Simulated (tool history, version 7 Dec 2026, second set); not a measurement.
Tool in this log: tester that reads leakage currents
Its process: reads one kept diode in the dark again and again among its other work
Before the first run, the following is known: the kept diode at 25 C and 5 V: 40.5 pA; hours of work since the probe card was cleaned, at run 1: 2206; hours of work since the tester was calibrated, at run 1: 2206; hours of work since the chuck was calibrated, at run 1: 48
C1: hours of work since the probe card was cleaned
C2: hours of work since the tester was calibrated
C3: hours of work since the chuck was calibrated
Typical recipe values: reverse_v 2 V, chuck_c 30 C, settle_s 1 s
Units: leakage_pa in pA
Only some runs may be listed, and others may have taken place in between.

run 1 day=0 | reverse_v=2 chuck_c=30 settle_s=1 | C1=2206 C2=2206 C3=48 | leakage_pa=36.74
run 2 day=9.567 | reverse_v=2 chuck_c=30 settle_s=1 | C1=2382 C2=2382 C3=223 | leakage_pa=36.15
-- day=16.996 tester calibrated
run 3 day=20.675 | reverse_v=2 chuck_c=30 settle_s=0.61 | C1=2584 C2=67 C3=425 | leakage_pa=36.97
run 4 day=27.883 | reverse_v=2 chuck_c=30 settle_s=1 | C1=2716 C2=200 C3=558 | leakage_pa=36.69
run 5 day=35.667 | reverse_v=2 chuck_c=23 settle_s=1 | C1=2859 C2=342 C3=700 | leakage_pa=21.96
run 6 day=44.325 | reverse_v=2 chuck_c=23 settle_s=1 | C1=3018 C2=501 C3=859 | leakage_pa=21.7
run 7 day=55.067 | reverse_v=2 chuck_c=30 settle_s=1 | C1=3214 C2=698 C3=1056 | leakage_pa=35.97
run 8 day=60.892 | reverse_v=2 chuck_c=29 settle_s=1 | C1=3321 C2=805 C3=1163 | leakage_pa=33.12
run 9 day=68.862 | reverse_v=2 chuck_c=29 settle_s=1 | C1=3467 C2=951 C3=1309 | leakage_pa=33.12
-- day=69.846 chuck's temperature calibrated
run 10 day=79.025 | reverse_v=2 chuck_c=47 settle_s=1 | C1=3652 C2=1136 C3=168 | leakage_pa=116.82
-- day=87.879 probe card cleaned and baked
run 11 day=88.746 | reverse_v=2 chuck_c=30 settle_s=1.51 | C1=16 C2=1312 C3=344 | leakage_pa=36.1
run 12 day=98.988 | reverse_v=2 chuck_c=30 settle_s=1.51 | C1=204 C2=1499 C3=532 | leakage_pa=35.57
run 13 day=103.621 | reverse_v=2 chuck_c=30 settle_s=1 | C1=289 C2=1584 C3=617 | leakage_pa=35.71
run 14 day=110.208 | reverse_v=2 chuck_c=30 settle_s=1 | C1=409 C2=1705 C3=738 | leakage_pa=35.49
run 15 day=117.554 | reverse_v=2 chuck_c=30 settle_s=1 | C1=544 C2=1840 C3=872 | leakage_pa=35.52
run 16 day=122.588 | reverse_v=2 chuck_c=23 settle_s=1 | C1=636 C2=1932 C3=965 | leakage_pa=21.12
run 17 day=129.15 | reverse_v=2 chuck_c=23 settle_s=1 | C1=757 C2=2052 C3=1085 | leakage_pa=21.11
run 18 day=135.1 | reverse_v=2 chuck_c=23 settle_s=1 | C1=866 C2=2161 C3=1194 | leakage_pa=21.05
run 19 day=141.604 | reverse_v=2 chuck_c=23 settle_s=1 | C1=985 C2=2281 C3=1313 | leakage_pa=20.9
-- day=142.638 chuck's temperature calibrated
run 20 day=152.088 | reverse_v=2 chuck_c=30 settle_s=1 | C1=1176 C2=2471 C3=173 | leakage_pa=36.65
-- day=154.917 tester calibrated
run 21 day=157.579 | reverse_v=2 chuck_c=30 settle_s=1 | C1=1275 C2=49 C3=272 | leakage_pa=37.37
run 22 day=162.904 | reverse_v=3.06 chuck_c=30 settle_s=1 | C1=1372 C2=146 C3=370 | leakage_pa=46.48
run 23 day=172.088 | reverse_v=3.06 chuck_c=20 settle_s=9.86 | C1=1541 C2=315 C3=538 | leakage_pa=21.78
run 24 day=181.804 | reverse_v=3.06 chuck_c=20 settle_s=9.86 | C1=1719 C2=493 C3=716 | leakage_pa=21.64
run 25 day=191.533 | reverse_v=4.05 chuck_c=20 settle_s=2.42 | C1=1897 C2=671 C3=895 | leakage_pa=25.03
run 26 day=200.754 | reverse_v=2 chuck_c=52 settle_s=1 | C1=2066 C2=840 C3=1064 | leakage_pa=158.47
run 27 day=210.962 | reverse_v=2 chuck_c=33 settle_s=1 | C1=2253 C2=1027 C3=1251 | leakage_pa=44.23
-- day=214.829 chuck's temperature calibrated
run 28 day=217.454 | reverse_v=2.44 chuck_c=30 settle_s=1 | C1=2371 C2=1145 C3=48 | leakage_pa=40.96
run 29 day=223.992 | reverse_v=4.42 chuck_c=52 settle_s=1 | C1=2491 C2=1265 C3=168 | leakage_pa=244.33
run 30 day=232.142 | reverse_v=4.42 chuck_c=52 settle_s=1 | C1=2640 C2=1414 C3=317 | leakage_pa=243.04
run 31 day=241.388 | reverse_v=10.54 chuck_c=44 settle_s=1 | C1=2810 C2=1584 C3=487 | leakage_pa=227.8
run 32 day=250.4 | reverse_v=2.3 chuck_c=32 settle_s=3.35 | C1=2975 C2=1749 C3=652 | leakage_pa=44.29
run 33 day=260.108 | reverse_v=4.68 chuck_c=59 settle_s=1.85 | C1=3153 C2=1927 C3=830 | leakage_pa=378.87
run 34 day=266.054 | reverse_v=4.25 chuck_c=25 settle_s=0.43 | C1=3262 C2=2036 C3=939 | leakage_pa=38.67
run 35 day=276.808 | reverse_v=3.58 chuck_c=37 settle_s=1.53 | C1=3459 C2=2233 C3=1136 | leakage_pa=78.52
run 36 day=282.338 | reverse_v=8.96 chuck_c=43 settle_s=1 | C1=3560 C2=2334 C3=1238 | leakage_pa=190.65
-- day=287.067 chuck's temperature calibrated
run 37 day=287.067 | reverse_v=1.17 chuck_c=27 settle_s=0.39 | C1=3645 C2=2420 C3=0 | leakage_pa=22.72
-- day=292.675 tester calibrated
run 38 day=292.675 | reverse_v=2 chuck_c=54 settle_s=0.53 | C1=3747 C2=0 C3=101 | leakage_pa=186.77
-- day=296.633 probe card cleaned and baked
run 39 day=300.229 | reverse_v=2 chuck_c=45 settle_s=1.32 | C1=66 C2=136 C3=238 | leakage_pa=102.85

Consider 3 possible next runs. They are alternatives, not a sequence: every one starts from the tool as it was left by run 39. What does each give?
run A day=310.029 | reverse_v=2 chuck_c=30 settle_s=5.16 | C1=246 C2=316 C3=417 | leakage_pa=?
run B day=310.029 | reverse_v=4.09 chuck_c=45 settle_s=1.32 | C1=246 C2=316 C3=417 | leakage_pa=?
run C day=310.029 | reverse_v=3.73 chuck_c=30 settle_s=2.96 | C1=246 C2=316 C3=417 | leakage_pa=?

run=A leakage_pa=35.81
run=B leakage_pa=149.41
run=C leakage_pa=50.3
The same runs, with their run-to-run variation unchanged, on a tool lacking any hidden condition would have given:
run=A leakage_pa=36.14
run=B leakage_pa=150.75
run=C leakage_pa=50.74
